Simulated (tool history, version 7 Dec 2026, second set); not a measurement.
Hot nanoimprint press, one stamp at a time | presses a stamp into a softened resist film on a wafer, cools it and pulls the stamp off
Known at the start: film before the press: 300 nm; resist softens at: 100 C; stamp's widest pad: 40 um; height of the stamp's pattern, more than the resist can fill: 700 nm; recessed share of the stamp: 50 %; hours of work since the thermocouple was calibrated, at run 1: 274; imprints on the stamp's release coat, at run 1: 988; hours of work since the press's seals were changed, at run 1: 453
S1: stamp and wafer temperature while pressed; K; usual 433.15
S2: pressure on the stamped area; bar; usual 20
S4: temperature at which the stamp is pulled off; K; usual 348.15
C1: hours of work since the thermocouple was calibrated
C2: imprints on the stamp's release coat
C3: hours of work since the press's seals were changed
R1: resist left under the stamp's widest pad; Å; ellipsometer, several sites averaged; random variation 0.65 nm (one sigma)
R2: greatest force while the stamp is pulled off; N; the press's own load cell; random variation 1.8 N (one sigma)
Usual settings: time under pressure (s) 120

{"run": 1, "hour": 0.0, "S1": 433.15, "S2": 20, "time under pressure (s)": 120, "S4": 348.15, "C1": 274, "C2": 988, "C3": 453, "R1": 1387, "R2": 174}
{"run": 2, "hour": 28.3, "S1": 433.15, "S2": 16.5, "time under pressure (s)": 120, "S4": 348.15, "C1": 287, "C2": 1069, "C3": 466, "R1": 1537, "R2": 173}
{"run": 3, "hour": 59.2, "S1": 433.15, "S2": 20, "time under pressure (s)": 120, "S4": 348.15, "C1": 302, "C2": 1157, "C3": 480, "R1": 1388, "R2": 174}
{"run": 4, "hour": 89.9, "S1": 433.15, "S2": 20, "time under pressure (s)": 120, "S4": 348.15, "C1": 316, "C2": 1244, "C3": 494, "R1": 1377, "R2": 173}
{"run": 5, "hour": 111.7, "S1": 433.15, "S2": 20, "time under pressure (s)": 120, "S4": 348.15, "C1": 326, "C2": 1307, "C3": 505, "R1": 1395, "R2": 172}
{"run": 6, "hour": 131.3, "S1": 433.15, "S2": 20, "time under pressure (s)": 120, "S4": 348.15, "C1": 335, "C2": 1363, "C3": 514, "R1": 1374, "R2": 173}
{"hour": 156.5, "done": "stamp cleaned and given a new release coat"}
{"run": 7, "hour": 163.3, "S1": 433.15, "S2": 20, "time under pressure (s)": 120, "S4": 348.15, "C1": 347, "C2": 19, "C3": 526, "R1": 1386, "R2": 173}
{"run": 8, "hour": 193.1, "S1": 433.15, "S2": 20, "time under pressure (s)": 120, "S4": 348.15, "C1": 361, "C2": 104, "C3": 539, "R1": 1394, "R2": 174}
{"run": 9, "hour": 207.8, "S1": 433.15, "S2": 20, "time under pressure (s)": 120, "S4": 348.15, "C1": 368, "C2": 146, "C3": 546, "R1": 1374, "R2": 174}
{"run": 10, "hour": 240.0, "S1": 433.15, "S2": 20, "time under pressure (s)": 120, "S4": 339.15, "C1": 383, "C2": 238, "C3": 561, "R1": 1387, "R2": 217}
{"run": 11, "hour": 262.6, "S1": 433.15, "S2": 20, "time under pressure (s)": 120, "S4": 339.15, "C1": 393, "C2": 303, "C3": 572, "R1": 1383, "R2": 222}
{"run": 12, "hour": 290.2, "S1": 433.15, "S2": 17.1, "time under pressure (s)": 154, "S4": 335.15, "C1": 406, "C2": 381, "C3": 584, "R1": 1394, "R2": 236}
{"hour": 305.0, "done": "plate thermocouple calibrated"}
{"run": 13, "hour": 314.6, "S1": 445.15, "S2": 20.7, "time under pressure (s)": 95, "S4": 346.15, "C1": 4, "C2": 443, "C3": 594, "R1": 953, "R2": 184}
{"run": 14, "hour": 342.2, "S1": 431.15, "S2": 14.8, "time under pressure (s)": 236, "S4": 352.15, "C1": 17, "C2": 521, "C3": 607, "R1": 1420, "R2": 152}
{"run": 15, "hour": 366.7, "S1": 443.15, "S2": 20, "time under pressure (s)": 120, "S4": 348.15, "C1": 29, "C2": 591, "C3": 618, "R1": 947, "R2": 175}
{"run": 16, "hour": 390.4, "S1": 443.15, "S2": 20, "time under pressure (s)": 120, "S4": 351.15, "C1": 40, "C2": 659, "C3": 629, "R1": 947, "R2": 158}
{"run": 17, "hour": 412.8, "S1": 443.15, "S2": 20, "time under pressure (s)": 120, "S4": 351.15, "C1": 50, "C2": 723, "C3": 640, "R1": 956, "R2": 158}

Run 18 comes next. What will it give?
{"run": 18, "hour": 433.9, "S1": 443.15, "S2": 20, "time under pressure (s)": 120, "S4": 351.15, "C1": 60, "C2": 783, "C3": 650, "R1": "?", "R2": "?"}

Run 18 gave R1 943 Å, R2 156 N.
Without the tool's hidden state the same run would have given R1 943 Å, R2 156 N.
